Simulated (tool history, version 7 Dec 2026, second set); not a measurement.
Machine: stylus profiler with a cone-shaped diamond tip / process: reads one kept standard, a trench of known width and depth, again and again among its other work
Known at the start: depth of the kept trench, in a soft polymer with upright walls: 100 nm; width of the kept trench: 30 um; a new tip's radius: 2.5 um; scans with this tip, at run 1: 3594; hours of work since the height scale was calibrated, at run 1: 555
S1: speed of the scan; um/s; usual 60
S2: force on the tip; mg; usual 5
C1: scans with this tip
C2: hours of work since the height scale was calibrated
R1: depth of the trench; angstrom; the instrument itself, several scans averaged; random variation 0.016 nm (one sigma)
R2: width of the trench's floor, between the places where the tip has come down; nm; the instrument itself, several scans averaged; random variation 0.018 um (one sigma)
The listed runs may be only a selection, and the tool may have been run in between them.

run,day,S1,S2,C1,C2,R1,R2
1,0,60,5,3594,555,1011.3,28400
2,1.383,60,10.03,3727,576,1017.2,28410
3,2.717,60,10.03,3856,596,1017.3,28420
4,3.588,60,10.03,3940,609,1017.4,28440
5,4.721,71,5,4049,625,1011.6,28350
6,5.421,71,5,4117,636,1011.9,28380
7,6.204,30,5,4193,648,1011.6,28460
8,7.242,30,5,4293,663,1011.8,28440
9,8.238,30,3.47,4389,678,1009.4,28450
10,8.921,196,5,4455,688,1011.5,28090
11,10.233,60,5,4582,708,1011.7,28340
12,11.279,60,9.15,4683,723,1016.8,28430
13,12.038,60,9.15,4756,735,1016.7,28410
14,12.658,60,3.16,4816,744,1009.1,28350
15,13.604,60,3.16,4907,758,1009.5,28320
16,14.896,60,3.16,5031,777,1009.6,28360
17,15.621,60,5,5101,788,1011.9,28370
18,16.554,60,5,5192,802,1012,28370
19,17.871,124,5,5319,822,1012.2,28190
20,19.05,124,5,5433,839,1012.3,28210
21,19.846,124,5,5510,851,1012.4,28230
22,20.858,55,5,5607,866,1011.9,28360
23,22.204,55,5,5737,886,1012.2,28380
24,23.396,136,5,5852,904,1012.5,28190
25,24.471,136,5,5956,920,1012,28180
26,25.525,210,11.83,6057,936,1020,28160
27,26.575,210,11.83,6159,951,1020.5,28160
28,27.908,20,13.23,6288,971,1021.5,28440
29,28.892,16,8.3,6383,986,1016.5,28460
30,29.625,114,6.47,6453,997,1014.5,28230
31,30.75,114,6.47,6562,1014,1014.6,28250
32,31.971,44,5.42,6680,1032,1013.4,28380
33,32.95,101,6.22,6774,1046,1014,28280
34,33.858,18,14.28,6862,1060,1022.6,28460
35,34.554,18,14.28,6929,1070,1022.5,28440
36,35.542,18,14.28,7025,1085,1022.9,28470
37,36.15,18,14.28,7083,1094,1022.8,28440
38,37.071,156,9.71,7172,1108,1018.4,28220
39,38.05,156,9.71,7267,1122,1018.2,28190
40,39.304,156,9.71,7388,1141,1018.3,28210
41,39.896,16,10.56,7445,1150,1019.5,28480
42,41.25,16,10.56,7575,1170,1019.5,28440
43,41.917,99,2.67,7640,1180,1009.8,28150
44,42.496,60,3.77,7696,1189,1011.4,28290
45,43.846,60,3.77,7826,1209,1011,28280
46,44.842,60,3.77,7922,1224,1011.4,28300
47,45.825,201,5,8017,1238,1013.3,27990
48,47.162,201,5,8146,1258,1013.2,28030

Below, some changes in R1 between adjacent runs. For each, the amount present without the hidden state too (settings, incoming material, random variation) and the amount remaining for the hidden state with gauge scatter not shared by both compared results:
Hidden state at play: radius of the tip, um; height scale over the true one, %; drift of the gauge itself on depth_nm, %; drift of the gauge itself on floor_um, %.
Run 1 -> 2: S2 5 -> 10.03. R1 +5.9 angstrom: hidden state +0.1, all else +5.8.
Run 4 -> 5: S1 60 -> 71, S2 10.03 -> 5. R1 -5.8 angstrom: hidden state +0.1, all else -5.9.
Run 7 -> 8: settings left as they were, no log entry in between. R1 +0.2 angstrom: hidden state +0.1, all else +0.1.
Run 25 -> 26: S1 136 -> 210, S2 5 -> 11.83. R1 +8 angstrom: hidden state +0, all else +8.
Run 33 -> 34: S1 101 -> 18, S2 6.22 -> 14.28. R1 +8.6 angstrom: hidden state +0, all else +8.6.
Run 42 -> 43: S1 16 -> 99, S2 10.56 -> 2.67. R1 -9.7 angstrom: hidden state -0.1, all else -9.6.

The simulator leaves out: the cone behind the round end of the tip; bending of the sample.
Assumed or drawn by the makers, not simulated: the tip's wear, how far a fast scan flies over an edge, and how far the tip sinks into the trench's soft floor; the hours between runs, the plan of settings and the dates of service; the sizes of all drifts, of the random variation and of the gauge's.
